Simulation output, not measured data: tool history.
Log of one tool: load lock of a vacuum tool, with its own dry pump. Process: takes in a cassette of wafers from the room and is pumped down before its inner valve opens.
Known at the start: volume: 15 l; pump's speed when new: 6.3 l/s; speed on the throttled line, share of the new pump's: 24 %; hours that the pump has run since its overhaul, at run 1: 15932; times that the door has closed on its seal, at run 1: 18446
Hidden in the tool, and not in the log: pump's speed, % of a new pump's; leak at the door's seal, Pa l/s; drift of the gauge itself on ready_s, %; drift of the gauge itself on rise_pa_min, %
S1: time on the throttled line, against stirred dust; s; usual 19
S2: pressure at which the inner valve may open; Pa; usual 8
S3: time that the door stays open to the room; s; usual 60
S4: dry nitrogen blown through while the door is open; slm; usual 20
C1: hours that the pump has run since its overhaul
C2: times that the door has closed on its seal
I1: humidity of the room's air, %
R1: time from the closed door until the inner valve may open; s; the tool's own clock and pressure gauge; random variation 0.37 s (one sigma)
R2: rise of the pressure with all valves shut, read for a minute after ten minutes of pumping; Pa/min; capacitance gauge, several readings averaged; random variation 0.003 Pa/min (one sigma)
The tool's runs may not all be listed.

| run | hour | S1 | S2 | S3 | S4 | C1 | C2 | I1 | R1 | R2 |
|---|---|---|---|---|---|---|---|---|---|---|
| 1 | 0.0 | 19 | 8 | 60 | 20 | 15932 | 18446 | 44.2 | 42.7 | 0.150 |
| 2 | 291.0 | 19 | 8 | 60 | 20 | 16223 | 19835 | 46.2 | 42.4 | 0.161 |
| 3 | 626.3 | 19 | 8 | 60 | 20 | 16559 | 21436 | 43.8 | 43.3 | 0.176 |
| 4 | 1065.9 | 19 | 8 | 60 | 20 | 16998 | 23535 | 41.0 | 43.3 | 0.183 |
| 5 | 1500.9 | 19 | 8 | 34 | 20 | 17433 | 25612 | 46.4 | 43.3 | 0.193 |
| 6 | 1877.8 | 19 | 8 | 34 | 20 | 17810 | 27411 | 44.9 | 42.6 | 0.213 |
| 7 | 2270.0 | 19 | 8 | 34 | 20 | 18202 | 29284 | 39.9 | 43.8 | 0.223 |
|  | 2553.0 | dry pump taken out, an overhauled one fitted |
| 8 | 2701.4 | 19 | 15 | 60 | 20 | 148 | 31314 | 45.3 | 35.2 | 0.252 |
| 9 | 2922.7 | 19 | 15 | 60 | 20 | 370 | 32371 | 44.6 | 35.5 | 0.263 |
| 10 | 3324.1 | 14 | 15 | 60 | 20 | 771 | 34288 | 45.7 | 31.9 | 0.291 |
| 11 | 3561.8 | 16 | 8 | 60 | 20 | 1009 | 35423 | 45.7 | 35.0 | 0.305 |
| 12 | 3864.6 | 19 | 8 | 60 | 20 | 1312 | 36868 | 46.4 | 37.8 | 0.321 |
|  | 4061.7 | door's seal changed, seat wiped |
| 13 | 4140.3 | 19 | 8 | 60 | 20 | 1586 | 375 | 43.9 | 37.2 | 0.064 |
| 14 | 4442.1 | 19 | 8 | 60 | 20 | 1888 | 1816 | 45.4 | 37.3 | 0.064 |
| 15 | 4678.3 | 19 | 8 | 25 | 20 | 2124 | 2944 | 47.6 | 37.9 | 0.052 |
| 16 | 4954.7 | 19 | 8 | 60 | 20 | 2400 | 4263 | 46.7 | 37.5 | 0.070 |
| 17 | 5386.6 | 19 | 8 | 60 | 20 | 2832 | 6325 | 51.2 | 38.3 | 0.083 |
| 18 | 5696.5 | 19 | 8 | 60 | 20 | 3142 | 7805 | 45.6 | 37.2 | 0.083 |
| 19 | 6085.1 | 19 | 8 | 60 | 20 | 3531 | 9660 | 43.2 | 38.2 | 0.095 |
| 20 | 6485.8 | 19 | 8 | 60 | 20 | 3931 | 11574 | 41.5 | 38.0 | 0.098 |
| 21 | 6716.6 | 30 | 7 | 121 | 37 | 4162 | 12675 | 44.1 | 46.9 | 0.106 |
| 22 | 7052.1 | 38 | 6 | 48 | 37 | 4498 | 14277 | 41.7 | 54.0 | 0.100 |
| 23 | 7314.9 | 18 | 6 | 125 | 37 | 4760 | 15532 | 42.4 | 38.2 | 0.124 |
| 24 | 7646.2 | 32 | 8 | 60 | 10 | 5092 | 17113 | 42.5 | 47.9 | 0.147 |
| 25 | 8024.6 | 37 | 9 | 186 | 10 | 5470 | 18920 | 46.8 | 51.3 | 0.206 |
| 26 | 8299.0 | 37 | 9 | 186 | 10 | 5744 | 20230 | 45.9 | 50.8 | 0.212 |
| 27 | 8734.8 | 24 | 7 | 35 | 9 | 6180 | 22311 | 42.2 | 41.8 | 0.172 |
| 28 | 9053.6 | 24 | 7 | 35 | 9 | 6499 | 23833 | 43.9 | 42.7 | 0.198 |
| 29 | 9450.6 | 25 | 6 | 240 | 8 | 6896 | 25728 | 43.8 | 43.9 | 0.279 |
| 30 | 9817.0 | 25 | 6 | 240 | 8 | 7262 | 27477 | 47.3 | 44.2 | 0.302 |
| 31 | 10107.8 | 19 | 8 | 60 | 8 | 7553 | 28866 | 49.2 | 39.2 | 0.266 |
| 32 | 10412.0 | 36 | 8 | 97 | 20 | 7857 | 30318 | 44.4 | 51.7 | 0.265 |
| 33 | 10653.7 | 24 | 8 | 225 | 10 | 8099 | 31472 | 44.3 | 42.5 | 0.328 |
| 34 | 10944.3 | 23 | 8 | 222 | 20 | 8390 | 32859 | 45.5 | 42.9 | 0.315 |
| 35 | 11428.9 | 23 | 8 | 222 | 20 | 8874 | 35173 | 46.5 | 42.7 | 0.344 |

4 ways to go on from here, each from the tool as it stands after run 35. What would each give?
| A | 11842.6 | 23 | 6 | 222 | 20 | 9288 | 37148 | 45.2 | ? | ? |
| B | 11842.6 | 25 | 7 | 29 | 20 | 9288 | 37148 | 45.8 | ? | ? |
| C | 11842.6 | 26 | 12 | 60 | 5 | 9288 | 37148 | 47.2 | ? | ? |
| D | 11842.6 | 10 | 8 | 60 | 5 | 9288 | 37148 | 46.8 | ? | ? |

| run | R1 | R2 |
|---|---|---|
| A | 43.6 | 0.372 |
| B | 44.3 | 0.327 |
| C | 43.3 | 0.365 |
| D | 33.1 | 0.363 |
Without the tool's hidden state the same runs would have given:
| run | R1 | R2 |
|---|---|---|
| A | 41.1 | 0.093 |
| B | 41.9 | 0.047 |
| C | 41.1 | 0.088 |
| D | 30.2 | 0.085 |
